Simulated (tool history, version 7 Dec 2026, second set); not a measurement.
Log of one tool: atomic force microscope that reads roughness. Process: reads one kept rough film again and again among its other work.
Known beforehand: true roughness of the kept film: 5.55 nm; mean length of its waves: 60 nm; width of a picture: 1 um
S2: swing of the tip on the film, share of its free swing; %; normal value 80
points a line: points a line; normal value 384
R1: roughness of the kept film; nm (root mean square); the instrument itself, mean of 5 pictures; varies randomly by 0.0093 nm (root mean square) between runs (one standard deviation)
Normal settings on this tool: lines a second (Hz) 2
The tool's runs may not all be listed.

{"run": 1, "hour": 0.0, "lines a second (Hz)": 2, "S2": 80, "points a line": 384, "R1": 4.676}
{"run": 2, "hour": 8.9, "lines a second (Hz)": 2, "S2": 80, "points a line": 384, "R1": 4.678}
{"run": 3, "hour": 20.0, "lines a second (Hz)": 2, "S2": 80, "points a line": 384, "R1": 4.696}
{"run": 4, "hour": 28.5, "lines a second (Hz)": 2, "S2": 80, "points a line": 305, "R1": 4.676}
{"run": 5, "hour": 33.6, "lines a second (Hz)": 2, "S2": 80, "points a line": 384, "R1": 4.687}
{"run": 6, "hour": 42.9, "lines a second (Hz)": 2, "S2": 80, "points a line": 384, "R1": 4.681}
{"run": 7, "hour": 51.3, "lines a second (Hz)": 2, "S2": 80, "points a line": 384, "R1": 4.695}
{"run": 8, "hour": 57.9, "lines a second (Hz)": 2, "S2": 80, "points a line": 739, "R1": 4.694}
{"run": 9, "hour": 63.9, "lines a second (Hz)": 2, "S2": 55, "points a line": 384, "R1": 5.204}
{"run": 10, "hour": 71.3, "lines a second (Hz)": 2, "S2": 76, "points a line": 384, "R1": 4.795}
{"run": 11, "hour": 79.4, "lines a second (Hz)": 2, "S2": 76, "points a line": 384, "R1": 4.805}
{"run": 12, "hour": 88.2, "lines a second (Hz)": 2, "S2": 80, "points a line": 384, "R1": 4.689}
{"run": 13, "hour": 93.5, "lines a second (Hz)": 2, "S2": 80, "points a line": 384, "R1": 4.687}
{"run": 14, "hour": 103.0, "lines a second (Hz)": 2, "S2": 80, "points a line": 384, "R1": 4.684}
{"hour": 106.0, "done": "new tip fitted"}
{"run": 15, "hour": 110.1, "lines a second (Hz)": 2, "S2": 80, "points a line": 384, "R1": 4.674}
{"run": 16, "hour": 116.6, "lines a second (Hz)": 2, "S2": 80, "points a line": 384, "R1": 4.683}
{"run": 17, "hour": 125.3, "lines a second (Hz)": 2, "S2": 80, "points a line": 384, "R1": 4.688}
{"run": 18, "hour": 134.8, "lines a second (Hz)": 2, "S2": 80, "points a line": 384, "R1": 4.676}
{"run": 19, "hour": 141.3, "lines a second (Hz)": 0.68, "S2": 61, "points a line": 646, "R1": 5.306}
{"run": 20, "hour": 147.6, "lines a second (Hz)": 0.68, "S2": 61, "points a line": 646, "R1": 5.298}
{"run": 21, "hour": 157.7, "lines a second (Hz)": 2.86, "S2": 70, "points a line": 276, "R1": 4.774}
{"run": 22, "hour": 164.9, "lines a second (Hz)": 2, "S2": 64, "points a line": 384, "R1": 5.085}
{"run": 23, "hour": 176.2, "lines a second (Hz)": 2, "S2": 64, "points a line": 384, "R1": 5.076}
{"run": 24, "hour": 183.2, "lines a second (Hz)": 1.77, "S2": 78, "points a line": 421, "R1": 4.816}
{"run": 25, "hour": 189.7, "lines a second (Hz)": 2.35, "S2": 78, "points a line": 421, "R1": 4.655}
{"run": 26, "hour": 198.2, "lines a second (Hz)": 1.17, "S2": 73, "points a line": 598, "R1": 5.065}
{"run": 27, "hour": 203.4, "lines a second (Hz)": 1.17, "S2": 73, "points a line": 598, "R1": 5.081}
{"run": 28, "hour": 208.1, "lines a second (Hz)": 2, "S2": 80, "points a line": 403, "R1": 4.699}
{"run": 29, "hour": 214.9, "lines a second (Hz)": 2.46, "S2": 66, "points a line": 389, "R1": 4.942}
{"run": 30, "hour": 221.7, "lines a second (Hz)": 0.6, "S2": 59, "points a line": 823, "R1": 5.317}
{"run": 31, "hour": 232.7, "lines a second (Hz)": 1.44, "S2": 76, "points a line": 474, "R1": 4.952}
{"run": 32, "hour": 241.5, "lines a second (Hz)": 1.44, "S2": 73, "points a line": 330, "R1": 4.983}
{"hour": 245.1, "done": "new tip fitted"}
{"run": 33, "hour": 251.7, "lines a second (Hz)": 0.76, "S2": 73, "points a line": 568, "R1": 5.184}
{"run": 34, "hour": 258.0, "lines a second (Hz)": 0.76, "S2": 73, "points a line": 568, "R1": 5.189}
{"run": 35, "hour": 264.7, "lines a second (Hz)": 1.79, "S2": 80, "points a line": 384, "R1": 4.736}
{"run": 36, "hour": 273.1, "lines a second (Hz)": 3.72, "S2": 80, "points a line": 384, "R1": 4.207}

What would each run have given without the hidden state, its run-to-run variation left as it was?
Hidden conditions of the tool in this case: radius of the tip, nm; height scale over the true one, %; drift of the gauge itself on roughness_nm, %.
run=1 R1=4.679
run=2 R1=4.681
run=3 R1=4.7
run=4 R1=4.681
run=5 R1=4.691
run=6 R1=4.686
run=7 R1=4.7
run=8 R1=4.7
run=9 R1=5.211
run=10 R1=4.802
run=11 R1=4.813
run=12 R1=4.698
run=13 R1=4.695
run=14 R1=4.693
run=15 R1=4.675
run=16 R1=4.684
run=17 R1=4.69
run=18 R1=4.678
run=19 R1=5.309
run=20 R1=5.301
run=21 R1=4.778
run=22 R1=5.089
run=23 R1=5.081
run=24 R1=4.822
run=25 R1=4.661
run=26 R1=5.072
run=27 R1=5.088
run=28 R1=4.706
run=29 R1=4.95
run=30 R1=5.326
run=31 R1=4.962
run=32 R1=4.993
run=33 R1=5.184
run=34 R1=5.19
run=35 R1=4.737
run=36 R1=4.209

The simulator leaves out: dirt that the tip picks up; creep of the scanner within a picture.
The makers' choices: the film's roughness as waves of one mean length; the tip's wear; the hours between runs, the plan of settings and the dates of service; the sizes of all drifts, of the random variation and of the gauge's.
